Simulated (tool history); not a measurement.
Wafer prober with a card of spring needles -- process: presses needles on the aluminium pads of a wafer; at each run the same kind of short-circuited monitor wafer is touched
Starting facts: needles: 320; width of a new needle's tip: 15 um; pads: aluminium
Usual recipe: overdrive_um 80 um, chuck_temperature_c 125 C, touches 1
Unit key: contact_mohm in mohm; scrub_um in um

Run 1, hour 0.0: usual settings. Result: contact_mohm 273 mohm, scrub_um 10.63 um.
Run 2, hour 73.8: usual settings. Result: contact_mohm 367 mohm, scrub_um 10.75 um.
Run 3, hour 157.8: usual settings. Result: contact_mohm 337 mohm, scrub_um 11.01 um.
Run 4, hour 240.3: usual settings. Result: contact_mohm 326 mohm, scrub_um 10.89 um.
Run 5, hour 274.5: usual settings. Result: contact_mohm 323 mohm, scrub_um 10.86 um.
Run 6, hour 321.2: usual settings. Result: contact_mohm 281 mohm, scrub_um 10.71 um.
Run 7, hour 394.9: usual settings. Result: contact_mohm 394 mohm, scrub_um 10.41 um.
Run 8, hour 443.9: usual settings. Result: contact_mohm 287 mohm, scrub_um 11.01 um.
Run 9, hour 484.0: usual settings. Result: contact_mohm 343 mohm, scrub_um 10.99 um.
Run 10, hour 539.0: usual settings. Result: contact_mohm 350 mohm, scrub_um 10.72 um.
Run 11, hour 611.9: usual settings but overdrive_um 64 um, chuck_temperature_c 113 C, touches 2. Result: contact_mohm 296 mohm, scrub_um 8.48 um.
Run 12, hour 679.2: usual settings but overdrive_um 64 um, chuck_temperature_c 113 C, touches 2. Result: contact_mohm 291 mohm, scrub_um 8.38 um.
Run 13, hour 736.8: usual settings but overdrive_um 81 um, chuck_temperature_c 30 C. Result: contact_mohm 394 mohm, scrub_um 11.33 um.
Run 14, hour 779.6: usual settings but overdrive_um 81 um, chuck_temperature_c 30 C. Result: contact_mohm 252 mohm, scrub_um 11.00 um.
Run 15, hour 840.5: usual settings but overdrive_um 81 um, chuck_temperature_c 30 C. Result: contact_mohm 351 mohm, scrub_um 10.82 um.
Run 16, hour 903.4: usual settings but overdrive_um 77 um, chuck_temperature_c 110 C. Result: contact_mohm 429 mohm, scrub_um 10.04 um.
Run 17, hour 963.4: usual settings but chuck_temperature_c 30 C. Result: contact_mohm 333 mohm, scrub_um 10.49 um.
Run 18, hour 1000.3: usual settings but overdrive_um 83 um, chuck_temperature_c 94 C, touches 3. Result: contact_mohm 316 mohm, scrub_um 11.48 um.
Run 19, hour 1074.7: usual settings but chuck_temperature_c 32 C. Result: contact_mohm 432 mohm, scrub_um 10.81 um.

Removed from this log: 162 entries logged between the listed runs. Between which two listed runs does each belong, and how does the tool's hidden state at the listed run before it compare with that at the listed run after it?
Runs 1 to 2: tips cleaned on abrasive film (hour 7.1); tips cleaned on abrasive film (hour 14.2); tips cleaned on abrasive film (hour 21.3); tips cleaned on abrasive film (hour 28.5); tips cleaned on abrasive film (hour 34.2); tips cleaned on abrasive film (hour 41.3); tips cleaned on abrasive film (hour 48.4); tips cleaned on abrasive film (hour 55.5); tips cleaned on abrasive film (hour 62.6); tips cleaned on abrasive film (hour 69.7)
  debris on the tips, nm: 3.5 -> 69.1; way that the needles fall short of the set height, um: 2.16 -> 3.21; tips' diameter, um: 15.76 -> 16.12
  the result without the hidden state subtracted from the measured one, contact_mohm: +6 -> +104 mohm; scrub_um: -0.30 -> -0.45 um
Runs 2 to 3: tips cleaned on abrasive film (hour 76.7); tips cleaned on abrasive film (hour 82.4); tips cleaned on abrasive film (hour 89.5); tips cleaned on abrasive film (hour 95.2); tips cleaned on abrasive film (hour 102.3); tips cleaned on abrasive film (hour 109.4); tips cleaned on abrasive film (hour 116.6); tips cleaned on abrasive film (hour 122.3); tips cleaned on abrasive film (hour 129.4); tips cleaned on abrasive film (hour 135.1); height of the first contact set anew (hour 138.2); tips cleaned on abrasive film (hour 141.1); tips cleaned on abrasive film (hour 148.2); tips cleaned on abrasive film (hour 155.3)
  debris on the tips, nm: 69.1 -> 48.5; way that the needles fall short of the set height, um: 3.21 -> 0.33; tips' diameter, um: 16.12 -> 16.6
  the result without the hidden state subtracted from the measured one, contact_mohm: +104 -> +72 mohm; scrub_um: -0.45 -> -0.04 um
Runs 3 to 4: tips cleaned on abrasive film (hour 162.1); tips cleaned on abrasive film (hour 167.8); tips cleaned on abrasive film (hour 174.9); tips cleaned on abrasive film (hour 182.0); tips cleaned on abrasive film (hour 189.2); tips cleaned on abrasive film (hour 196.3); tips cleaned on abrasive film (hour 203.4); tips cleaned on abrasive film (hour 210.5); tips cleaned on abrasive film (hour 217.6); tips cleaned on abrasive film (hour 224.7); tips cleaned on abrasive film (hour 231.8); tips cleaned on abrasive film (hour 238.9)
  debris on the tips, nm: 48.5 -> 36.1; way that the needles fall short of the set height, um: 0.33 -> 1.63; tips' diameter, um: 16.6 -> 17.06
  the result without the hidden state subtracted from the measured one, contact_mohm: +72 -> +59 mohm; scrub_um: -0.04 -> -0.22 um
Runs 4 to 5: tips cleaned on abrasive film (hour 246.0); tips cleaned on abrasive film (hour 251.7); tips cleaned on abrasive film (hour 258.8); tips cleaned on abrasive film (hour 265.9); tips cleaned on abrasive film (hour 273.1)
  debris on the tips, nm: 36.1 -> 33.7; way that the needles fall short of the set height, um: 1.63 -> 2.09; tips' diameter, um: 17.06 -> 17.22
  the result without the hidden state subtracted from the measured one, contact_mohm: +59 -> +57 mohm; scrub_um: -0.22 -> -0.29 um
Runs 5 to 6: tips cleaned on abrasive film (hour 278.8); tips cleaned on abrasive film (hour 285.9); tips cleaned on abrasive film (hour 293.1); tips cleaned on abrasive film (hour 300.2); tips cleaned on abrasive film (hour 307.3); tips cleaned on abrasive film (hour 314.4); tips cleaned on abrasive film (hour 321.2)
  debris on the tips, nm: 33.7 -> 8.5; way that the needles fall short of the set height, um: 2.09 -> 2.77; tips' diameter, um: 17.22 -> 17.46
  the result without the hidden state subtracted from the measured one, contact_mohm: +57 -> +17 mohm; scrub_um: -0.29 -> -0.39 um
Runs 6 to 7: tips cleaned on abrasive film (hour 328.3); tips cleaned on abrasive film (hour 334.0); tips cleaned on abrasive film (hour 341.1); tips cleaned on abrasive film (hour 346.8); tips cleaned on abrasive film (hour 353.9); tips cleaned on abrasive film (hour 361.0); tips cleaned on abrasive film (hour 368.1); tips cleaned on abrasive film (hour 375.3); tips cleaned on abrasive film (hour 382.4); tips cleaned on abrasive film (hour 389.5)
  debris on the tips, nm: 8.5 -> 72.9; way that the needles fall short of the set height, um: 2.77 -> 3.78; tips' diameter, um: 17.46 -> 17.81
  the result without the hidden state subtracted from the measured one, contact_mohm: +17 -> +130 mohm; scrub_um: -0.39 -> -0.52 um
Runs 7 to 8: tips cleaned on abrasive film (hour 396.4); tips cleaned on abrasive film (hour 403.5); tips cleaned on abrasive film (hour 410.6); height of the first contact set anew (hour 416.5); tips cleaned on abrasive film (hour 418.0); tips cleaned on abrasive film (hour 423.7); tips cleaned on abrasive film (hour 430.8); tips cleaned on abrasive film (hour 437.9); tips cleaned on abrasive film (hour 443.7)
  debris on the tips, nm: 72.9 -> 12.1; way that the needles fall short of the set height, um: 3.78 -> 0.56; tips' diameter, um: 17.81 -> 18.13
  the result without the hidden state subtracted from the measured one, contact_mohm: +130 -> +24 mohm; scrub_um: -0.52 -> -0.07 um
Runs 8 to 9: tips cleaned on abrasive film (hour 449.6); tips cleaned on abrasive film (hour 456.7); tips cleaned on abrasive film (hour 462.4); tips cleaned on abrasive film (hour 469.6); tips cleaned on abrasive film (hour 476.7); tips cleaned on abrasive film (hour 482.4)
  debris on the tips, nm: 12.1 -> 39; way that the needles fall short of the set height, um: 0.56 -> 1.22; tips' diameter, um: 18.13 -> 18.37
  the result without the hidden state subtracted from the measured one, contact_mohm: +24 -> +73 mohm; scrub_um: -0.07 -> -0.17 um
Runs 9 to 10: tips cleaned on abrasive film (hour 488.4); tips cleaned on abrasive film (hour 495.5); tips cleaned on abrasive film (hour 502.6); tips cleaned on abrasive film (hour 509.7); tips cleaned on abrasive film (hour 515.4); tips cleaned on abrasive film (hour 522.5); tips cleaned on abrasive film (hour 529.6); tips cleaned on abrasive film (hour 536.7)
  debris on the tips, nm: 39 -> 42.7; way that the needles fall short of the set height, um: 1.22 -> 2.02; tips' diameter, um: 18.37 -> 18.65
  the result without the hidden state subtracted from the measured one, contact_mohm: +73 -> +83 mohm; scrub_um: -0.17 -> -0.28 um
Runs 10 to 11: tips cleaned on abrasive film (hour 543.3); tips cleaned on abrasive film (hour 550.4); tips cleaned on abrasive film (hour 557.5); tips cleaned on abrasive film (hour 564.6); tips cleaned on abrasive film (hour 571.7); tips cleaned on abrasive film (hour 578.9); tips cleaned on abrasive film (hour 584.6); tips cleaned on abrasive film (hour 591.7); tips cleaned on abrasive film (hour 598.8); tips cleaned on abrasive film (hour 605.9); tips cleaned on abrasive film (hour 611.6)
  debris on the tips, nm: 42.7 -> 10.5; way that the needles fall short of the set height, um: 2.02 -> 3.17; tips' diameter, um: 18.65 -> 19.05
  the result without the hidden state subtracted from the measured one, contact_mohm: +83 -> +26 mohm; scrub_um: -0.28 -> -0.44 um
Runs 11 to 12: tips cleaned on abrasive film (hour 617.6); tips cleaned on abrasive film (hour 624.7); tips cleaned on abrasive film (hour 631.8); tips cleaned on abrasive film (hour 639.0); tips cleaned on abrasive film (hour 646.1); tips cleaned on abrasive film (hour 651.8); tips cleaned on abrasive film (hour 658.9); tips cleaned on abrasive film (hour 666.0); tips cleaned on abrasive film (hour 673.1); tips cleaned on abrasive film (hour 679.2)
  debris on the tips, nm: 10.5 -> 6.9; way that the needles fall short of the set height, um: 3.17 -> 4.19; tips' diameter, um: 19.05 -> 19.41
  the result without the hidden state subtracted from the measured one, contact_mohm: +26 -> +21 mohm; scrub_um: -0.44 -> -0.59 um
Runs 12 to 13: tips cleaned on abrasive film (hour 684.9); tips cleaned on abrasive film (hour 692.0); height of the first contact set anew (hour 695.1); tips cleaned on abrasive film (hour 699.4); tips cleaned on abrasive film (hour 706.5); tips cleaned on abrasive film (hour 712.2); tips cleaned on abrasive film (hour 719.3); tips cleaned on abrasive film (hour 726.5); tips cleaned on abrasive film (hour 732.2)
  debris on the tips, nm: 6.9 -> 67.1; way that the needles fall short of the set height, um: 4.19 -> 0.63; tips' diameter, um: 19.41 -> 19.7
  the result without the hidden state subtracted from the measured one, contact_mohm: +21 -> +152 mohm; scrub_um: -0.59 -> -0.09 um
Runs 13 to 14: tips cleaned on abrasive film (hour 738.3); tips cleaned on abrasive film (hour 745.4); tips cleaned on abrasive film (hour 752.5); tips cleaned on abrasive film (hour 759.6); tips cleaned on abrasive film (hour 766.8); tips cleaned on abrasive film (hour 773.9); tips cleaned on abrasive film (hour 779.6)
  debris on the tips, nm: 67.1 -> 4.3; way that the needles fall short of the set height, um: 0.63 -> 1.38; tips' diameter, um: 19.7 -> 19.96
  the result without the hidden state subtracted from the measured one, contact_mohm: +152 -> +14 mohm; scrub_um: -0.09 -> -0.19 um
Runs 14 to 15: tips cleaned on abrasive film (hour 786.7); tips cleaned on abrasive film (hour 792.4); tips cleaned on abrasive film (hour 798.2); tips cleaned on abrasive film (hour 805.3); tips cleaned on abrasive film (hour 812.4); tips cleaned on abrasive film (hour 818.1); tips cleaned on abrasive film (hour 825.2); tips cleaned on abrasive film (hour 832.3); tips cleaned on abrasive film (hour 838.0)
  debris on the tips, nm: 4.3 -> 45.7; way that the needles fall short of the set height, um: 1.38 -> 2.27; tips' diameter, um: 19.96 -> 20.27
  the result without the hidden state subtracted from the measured one, contact_mohm: +14 -> +113 mohm; scrub_um: -0.19 -> -0.31 um
Runs 15 to 16: tips cleaned on abrasive film (hour 844.8); tips cleaned on abrasive film (hour 851.9); tips cleaned on abrasive film (hour 859.0); tips cleaned on abrasive film (hour 866.1); tips cleaned on abrasive film (hour 871.8); tips cleaned on abrasive film (hour 879.0); tips cleaned on abrasive film (hour 886.1); tips cleaned on abrasive film (hour 893.2); tips cleaned on abrasive film (hour 898.9)
  debris on the tips, nm: 45.7 -> 65.2; way that the needles fall short of the set height, um: 2.27 -> 3.26; tips' diameter, um: 20.27 -> 20.62
  the result without the hidden state subtracted from the measured one, contact_mohm: +113 -> +166 mohm; scrub_um: -0.31 -> -0.44 um
Runs 16 to 17: tips cleaned on abrasive film (hour 904.9); tips cleaned on abrasive film (hour 912.0); tips cleaned on abrasive film (hour 919.1); tips cleaned on abrasive film (hour 926.2); tips cleaned on abrasive film (hour 933.3); tips cleaned on abrasive film (hour 940.4); tips cleaned on abrasive film (hour 947.5); tips cleaned on abrasive film (hour 954.7); tips cleaned on abrasive film (hour 961.8)
  debris on the tips, nm: 65.2 -> 31.3; way that the needles fall short of the set height, um: 3.26 -> 4.19; tips' diameter, um: 20.62 -> 20.95
  the result without the hidden state subtracted from the measured one, contact_mohm: +166 -> +92 mohm; scrub_um: -0.44 -> -0.58 um
Runs 17 to 18: tips cleaned on abrasive film (hour 967.7); tips cleaned on abrasive film (hour 973.4); height of the first contact set anew (hour 973.7); tips cleaned on abrasive film (hour 980.8); tips cleaned on abrasive film (hour 987.9); tips cleaned on abrasive film (hour 995.0)
  debris on the tips, nm: 31.3 -> 74.7; way that the needles fall short of the set height, um: 4.19 -> 0.35; tips' diameter, um: 20.95 -> 21.13
  the result without the hidden state subtracted from the measured one, contact_mohm: +92 -> +62 mohm; scrub_um: -0.58 -> -0.05 um
Runs 18 to 19: tips cleaned on abrasive film (hour 1001.8); tips cleaned on abrasive film (hour 1007.5); tips cleaned on abrasive film (hour 1014.6); tips cleaned on abrasive film (hour 1020.3); tips cleaned on abrasive film (hour 1027.4); tips cleaned on abrasive film (hour 1034.5); tips cleaned on abrasive film (hour 1041.6); tips cleaned on abrasive film (hour 1048.8); tips cleaned on abrasive film (hour 1055.9); tips cleaned on abrasive film (hour 1063.0); tips cleaned on abrasive film (hour 1070.1)
  debris on the tips, nm: 74.7 -> 68; way that the needles fall short of the set height, um: 0.35 -> 1.5; tips' diameter, um: 21.13 -> 21.53
  the result without the hidden state subtracted from the measured one, contact_mohm: +62 -> +189 mohm; scrub_um: -0.05 -> -0.21 um

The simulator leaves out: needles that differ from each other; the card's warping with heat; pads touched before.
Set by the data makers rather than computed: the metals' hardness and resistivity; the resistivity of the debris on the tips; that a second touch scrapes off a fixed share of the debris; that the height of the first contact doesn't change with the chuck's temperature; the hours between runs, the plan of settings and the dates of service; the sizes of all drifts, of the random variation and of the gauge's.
